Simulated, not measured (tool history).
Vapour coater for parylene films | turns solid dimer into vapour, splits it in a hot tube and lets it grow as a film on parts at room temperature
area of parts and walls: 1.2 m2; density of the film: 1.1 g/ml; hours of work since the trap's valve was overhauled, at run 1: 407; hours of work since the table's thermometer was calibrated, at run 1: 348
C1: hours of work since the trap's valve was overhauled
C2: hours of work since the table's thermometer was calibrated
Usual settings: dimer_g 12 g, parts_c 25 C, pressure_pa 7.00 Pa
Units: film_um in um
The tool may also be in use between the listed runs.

run 1 hour=0.0 | dimer_g=12 parts_c=25 pressure_pa=7.00 | C1=407 C2=348 | film_um=4.10
run 2 hour=46.7 | dimer_g=19 parts_c=25 pressure_pa=7.00 | C1=432 C2=373 | film_um=6.54
run 3 hour=99.2 | dimer_g=12 parts_c=18 pressure_pa=7.00 | C1=460 C2=402 | film_um=4.57
run 4 hour=131.9 | dimer_g=12 parts_c=25 pressure_pa=7.00 | C1=478 C2=419 | film_um=4.01
run 5 hour=207.5 | dimer_g=12 parts_c=25 pressure_pa=7.00 | C1=519 C2=460 | film_um=3.97
run 6 hour=255.2 | dimer_g=12 parts_c=25 pressure_pa=10.57 | C1=544 C2=486 | film_um=3.77
run 7 hour=329.1 | dimer_g=12 parts_c=25 pressure_pa=10.57 | C1=584 C2=526 | film_um=3.71
-- hour=350.4 trap's valve overhauled
run 8 hour=404.9 | dimer_g=12 parts_c=25 pressure_pa=10.57 | C1=29 C2=565 | film_um=3.46
run 9 hour=443.3 | dimer_g=12 parts_c=25 pressure_pa=10.57 | C1=50 C2=585 | film_um=3.41
-- hour=487.8 trap's valve overhauled, once more
run 10 hour=528.3 | dimer_g=12 parts_c=25 pressure_pa=10.57 | C1=22 C2=629 | film_um=4.05
run 11 hour=576.0 | dimer_g=12 parts_c=25 pressure_pa=10.57 | C1=48 C2=655 | film_um=4.08
run 12 hour=643.9 | dimer_g=12 parts_c=25 pressure_pa=10.57 | C1=84 C2=691 | film_um=4.02
run 13 hour=679.8 | dimer_g=12 parts_c=25 pressure_pa=7.00 | C1=104 C2=711 | film_um=4.29
run 14 hour=758.9 | dimer_g=12 parts_c=25 pressure_pa=7.00 | C1=146 C2=754 | film_um=4.22
run 15 hour=795.8 | dimer_g=12 parts_c=25 pressure_pa=7.00 | C1=166 C2=773 | film_um=4.25
run 16 hour=866.2 | dimer_g=12 parts_c=25 pressure_pa=7.00 | C1=204 C2=812 | film_um=4.17
run 17 hour=920.2 | dimer_g=12 parts_c=25 pressure_pa=7.00 | C1=233 C2=841 | film_um=4.11
run 18 hour=995.6 | dimer_g=12 parts_c=25 pressure_pa=7.00 | C1=274 C2=881 | film_um=4.12
run 19 hour=1039.1 | dimer_g=12 parts_c=25 pressure_pa=7.00 | C1=298 C2=905 | film_um=4.07
run 20 hour=1110.9 | dimer_g=12 parts_c=25 pressure_pa=7.00 | C1=336 C2=944 | film_um=4.07
run 21 hour=1170.6 | dimer_g=12 parts_c=25 pressure_pa=7.00 | C1=369 C2=976 | film_um=4.00
run 22 hour=1242.9 | dimer_g=12 parts_c=25 pressure_pa=7.00 | C1=408 C2=1015 | film_um=4.04
run 23 hour=1322.3 | dimer_g=6 parts_c=25 pressure_pa=7.00 | C1=451 C2=1058 | film_um=1.95
run 24 hour=1386.7 | dimer_g=6 parts_c=25 pressure_pa=7.00 | C1=485 C2=1093 | film_um=1.95
run 25 hour=1430.7 | dimer_g=11 parts_c=36 pressure_pa=7.00 | C1=509 C2=1116 | film_um=3.03
run 26 hour=1504.4 | dimer_g=11 parts_c=36 pressure_pa=7.00 | C1=549 C2=1156 | film_um=2.90
run 27 hour=1566.0 | dimer_g=11 parts_c=36 pressure_pa=7.00 | C1=582 C2=1189 | film_um=2.92
-- hour=1588.5 trap's valve overhauled
run 28 hour=1612.9 | dimer_g=12 parts_c=21 pressure_pa=4.73 | C1=13 C2=1213 | film_um=4.89
run 29 hour=1659.1 | dimer_g=12 parts_c=18 pressure_pa=7.00 | C1=38 C2=1238 | film_um=4.88
run 30 hour=1720.3 | dimer_g=12 parts_c=18 pressure_pa=7.00 | C1=71 C2=1271 | film_um=4.84
-- hour=1760.3 table's thermometer calibrated
run 31 hour=1801.5 | dimer_g=22 parts_c=35 pressure_pa=5.60 | C1=114 C2=22 | film_um=6.83
run 32 hour=1850.1 | dimer_g=6 parts_c=19 pressure_pa=7.43 | C1=141 C2=48 | film_um=2.35
run 33 hour=1887.0 | dimer_g=6 parts_c=19 pressure_pa=7.43 | C1=161 C2=68 | film_um=2.32
run 34 hour=1956.4 | dimer_g=6 parts_c=19 pressure_pa=7.43 | C1=198 C2=106 | film_um=2.28
run 35 hour=2017.4 | dimer_g=12 parts_c=22 pressure_pa=7.00 | C1=231 C2=139 | film_um=4.39
run 36 hour=2081.5 | dimer_g=12 parts_c=25 pressure_pa=2.89 | C1=266 C2=173 | film_um=4.72
run 37 hour=2134.6 | dimer_g=12 parts_c=26 pressure_pa=7.00 | C1=294 C2=202 | film_um=4.11
run 38 hour=2178.3 | dimer_g=12 parts_c=26 pressure_pa=7.00 | C1=318 C2=226 | film_um=4.08
run 39 hour=2213.0 | dimer_g=11 parts_c=26 pressure_pa=8.10 | C1=337 C2=244 | film_um=3.60
run 40 hour=2287.3 | dimer_g=11 parts_c=26 pressure_pa=8.10 | C1=377 C2=285 | film_um=3.53
run 41 hour=2340.0 | dimer_g=6 parts_c=26 pressure_pa=10.29 | C1=405 C2=313 | film_um=1.89
run 42 hour=2374.2 | dimer_g=12 parts_c=24 pressure_pa=7.17 | C1=424 C2=332 | film_um=4.05
run 43 hour=2419.7 | dimer_g=12 parts_c=24 pressure_pa=7.17 | C1=448 C2=356 | film_um=4.04
run 44 hour=2496.6 | dimer_g=12 parts_c=24 pressure_pa=7.17 | C1=490 C2=398 | film_um=4.00
run 45 hour=2548.2 | dimer_g=17 parts_c=34 pressure_pa=6.11 | C1=518 C2=425 | film_um=4.83
run 46 hour=2600.8 | dimer_g=10 parts_c=34 pressure_pa=10.57 | C1=546 C2=454 | film_um=2.67

Forecast each of these 3 alternatives for the next run:
run A hour=2672.6 | dimer_g=12 parts_c=36 pressure_pa=7.00 | C1=585 C2=493 | film_um=?
run B hour=2672.6 | dimer_g=10 parts_c=22 pressure_pa=10.57 | C1=585 C2=493 | film_um=?
run C hour=2672.6 | dimer_g=17 parts_c=25 pressure_pa=7.00 | C1=585 C2=493 | film_um=?

run=A film_um=3.19
run=B film_um=3.24
run=C film_um=5.50
Without the tool's hidden state the same runs would have given:
run=A film_um=3.62
run=B film_um=3.68
run=C film_um=6.24

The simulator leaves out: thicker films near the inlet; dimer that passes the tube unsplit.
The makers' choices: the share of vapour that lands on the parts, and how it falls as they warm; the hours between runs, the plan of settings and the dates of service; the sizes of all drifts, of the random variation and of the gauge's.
